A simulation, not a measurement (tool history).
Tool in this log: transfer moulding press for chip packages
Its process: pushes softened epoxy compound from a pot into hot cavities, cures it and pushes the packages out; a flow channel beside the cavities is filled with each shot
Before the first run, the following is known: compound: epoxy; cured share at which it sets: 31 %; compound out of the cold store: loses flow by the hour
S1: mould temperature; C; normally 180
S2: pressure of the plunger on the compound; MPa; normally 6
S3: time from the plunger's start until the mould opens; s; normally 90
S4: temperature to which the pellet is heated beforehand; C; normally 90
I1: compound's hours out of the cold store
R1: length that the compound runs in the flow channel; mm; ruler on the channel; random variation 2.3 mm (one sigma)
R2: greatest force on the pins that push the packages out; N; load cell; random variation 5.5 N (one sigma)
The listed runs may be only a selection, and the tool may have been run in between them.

| run | hour | S1 | S2 | S3 | S4 | I1 | R1 | R2 |
|---|---|---|---|---|---|---|---|---|
| 1 | 0 | 180 | 6 | 90 | 90 | 42.2 | 468 | 327 |
| 2 | 19.6 | 180 | 6 | 90 | 90 | 26.2 | 504 | 344 |
|  | 33.8 | cavities cleaned with cleaning compound and waxed |
| 3 | 67.2 | 180 | 6 | 90 | 90 | 46.6 | 449 | 304 |
| 4 | 98.1 | 180 | 6 | 90 | 90 | 24.8 | 501 | 341 |
| 5 | 120.2 | 180 | 6 | 90 | 83 | 14.7 | 531 | 355 |
|  | 130.6 | cavities cleaned with cleaning compound and waxed |
|  | 152.1 | plunger's sealing rings changed |
| 6 | 153.1 | 180 | 4.69 | 90 | 90 | 20 | 469 | 301 |
|  | 167.7 | mould's thermocouples calibrated |
| 7 | 191.9 | 180 | 4.69 | 90 | 90 | 21.6 | 465 | 349 |
| 8 | 213.2 | 182 | 6 | 90 | 90 | 23.2 | 512 | 331 |
|  | 232.3 | cavities cleaned with cleaning compound and waxed |
| 9 | 254 | 182 | 6 | 90 | 90 | 8.4 | 557 | 281 |
| 10 | 279.9 | 182 | 6 | 90 | 90 | 20.1 | 515 | 321 |
| 11 | 305.6 | 180 | 6 | 90 | 90 | 37.8 | 470 | 359 |
|  | 328.8 | cavities cleaned with cleaning compound and waxed |
|  | 334.9 | mould's thermocouples calibrated, once more |
| 12 | 354.8 | 180 | 6 | 90 | 90 | 15.3 | 522 | 277 |
|  | 372.3 | plunger's sealing rings changed |
| 13 | 379 | 180 | 6 | 90 | 90 | 38.2 | 476 | 294 |
| 14 | 412.1 | 180 | 6 | 90 | 90 | 13 | 541 | 327 |
|  | 430.7 | cavities cleaned with cleaning compound and waxed |
| 15 | 459.4 | 180 | 6 | 90 | 90 | 11.2 | 543 | 286 |
| 16 | 506.4 | 175 | 5.09 | 90 | 90 | 30.6 | 454 | 392 |
|  | 528.2 | cavities cleaned with cleaning compound and waxed |
| 17 | 531.5 | 174 | 6 | 73 | 90 | 47.4 | 447 | 368 |
| 18 | 554.6 | 181 | 6 | 96 | 90 | 24.3 | 492 | 273 |
| 19 | 579.5 | 187 | 4.83 | 127 | 82 | 8.4 | 475 | 268 |
|  | 585.6 | plunger's sealing rings changed |
|  | 628.9 | cavities cleaned with cleaning compound and waxed |
| 20 | 630.4 | 184 | 6 | 128 | 91 | 15.5 | 525 | 176 |
| 21 | 677.4 | 185 | 5.3 | 128 | 91 | 9.8 | 504 | 260 |
| 22 | 718.7 | 181 | 6 | 113 | 90 | 23.8 | 498 | 279 |
|  | 725.7 | cavities cleaned with cleaning compound and waxed |
| 23 | 742.5 | 181 | 6 | 113 | 90 | 28.8 | 485 | 217 |
| 24 | 781.9 | 180 | 6 | 85 | 99 | 42.8 | 449 | 318 |
|  | 800.6 | plunger's sealing rings changed |
|  | 825.4 | cavities cleaned with cleaning compound and waxed |
| 25 | 825.4 | 180 | 6 | 85 | 99 | 32.2 | 491 | 201 |
| 26 | 862.6 | 180 | 6 | 87 | 80 | 24.4 | 511 | 328 |
| 27 | 890.1 | 180 | 6 | 87 | 80 | 18.9 | 522 | 348 |
| 28 | 909.9 | 184 | 5.29 | 123 | 85 | 26 | 462 | 280 |
|  | 924 | cavities cleaned with cleaning compound and waxed |
| 29 | 935.3 | 184 | 5.29 | 123 | 85 | 12.6 | 501 | 200 |

Here are 3 independent what-if runs from the current tool condition. What would each one return?
| A | 972.5 | 177 | 5.61 | 83 | 90 | 18.4 | ? | ? |
| B | 972.5 | 176 | 6 | 90 | 90 | 10.2 | ? | ? |
| C | 972.5 | 180 | 7.07 | 90 | 88 | 12.1 | ? | ? |

| run | R1 | R2 |
|---|---|---|
| A | 504 | 415 |
| B | 551 | 372 |
| C | 585 | 326 |
Had the tool no hidden state, the same runs would have come out as:
| run | R1 | R2 |
|---|---|---|
| A | 519 | 241 |
| B | 567 | 211 |
| C | 602 | 188 |
